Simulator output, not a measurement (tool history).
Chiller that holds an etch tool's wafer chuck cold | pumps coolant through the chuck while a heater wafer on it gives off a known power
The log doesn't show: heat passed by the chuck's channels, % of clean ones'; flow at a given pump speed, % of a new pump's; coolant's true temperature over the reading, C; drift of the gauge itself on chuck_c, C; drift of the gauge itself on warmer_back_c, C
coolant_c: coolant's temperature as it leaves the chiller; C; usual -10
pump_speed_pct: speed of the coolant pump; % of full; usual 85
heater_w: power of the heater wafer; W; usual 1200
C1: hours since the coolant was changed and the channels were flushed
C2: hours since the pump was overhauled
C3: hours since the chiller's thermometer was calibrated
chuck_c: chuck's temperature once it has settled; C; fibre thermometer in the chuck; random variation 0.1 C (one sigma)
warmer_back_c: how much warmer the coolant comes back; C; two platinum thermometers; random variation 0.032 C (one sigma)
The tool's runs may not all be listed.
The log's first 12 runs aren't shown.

{"run": 13, "day": 23.246, "coolant_c": -10, "pump_speed_pct": 85, "heater_w": 1200, "C1": 2846, "C2": 2676, "C3": 227, "chuck_c": 0.5, "warmer_back_c": 3.95}
{"run": 14, "day": 25.85, "coolant_c": -10, "pump_speed_pct": 85, "heater_w": 1200, "C1": 2909, "C2": 2738, "C3": 290, "chuck_c": 0.5, "warmer_back_c": 3.89}
{"run": 15, "day": 26.992, "coolant_c": -10, "pump_speed_pct": 85, "heater_w": 1200, "C1": 2936, "C2": 2766, "C3": 317, "chuck_c": 0.5, "warmer_back_c": 3.93}
{"run": 16, "day": 28.438, "coolant_c": -10, "pump_speed_pct": 80, "heater_w": 1200, "C1": 2971, "C2": 2800, "C3": 352, "chuck_c": 0.9, "warmer_back_c": 4.16}
{"run": 17, "day": 29.683, "coolant_c": -10, "pump_speed_pct": 80, "heater_w": 1200, "C1": 3001, "C2": 2830, "C3": 382, "chuck_c": 0.9, "warmer_back_c": 4.16}
{"run": 18, "day": 32.142, "coolant_c": -10, "pump_speed_pct": 80, "heater_w": 1200, "C1": 3060, "C2": 2889, "C3": 441, "chuck_c": 0.9, "warmer_back_c": 4.15}
{"run": 19, "day": 33.25, "coolant_c": -10, "pump_speed_pct": 69, "heater_w": 651, "C1": 3087, "C2": 2916, "C3": 468, "chuck_c": -3.4, "warmer_back_c": 2.6}
{"run": 20, "day": 35.062, "coolant_c": -10, "pump_speed_pct": 69, "heater_w": 651, "C1": 3130, "C2": 2959, "C3": 511, "chuck_c": -3.5, "warmer_back_c": 2.61}
{"run": 21, "day": 36.546, "coolant_c": -10, "pump_speed_pct": 69, "heater_w": 651, "C1": 3166, "C2": 2995, "C3": 547, "chuck_c": -3.6, "warmer_back_c": 2.6}

The next listed run, before its measurement:
{"run": 22, "day": 37.962, "coolant_c": -16, "pump_speed_pct": 73, "heater_w": 886, "C1": 3200, "C2": 3029, "C3": 581, "chuck_c": "?", "warmer_back_c": "?"}

chuck_c: -7.5 C
warmer_back_c: 3.36 C
Without the tool's hidden state the same run would have given chuck_c -8.3 C, warmer_back_c 3.21 C.
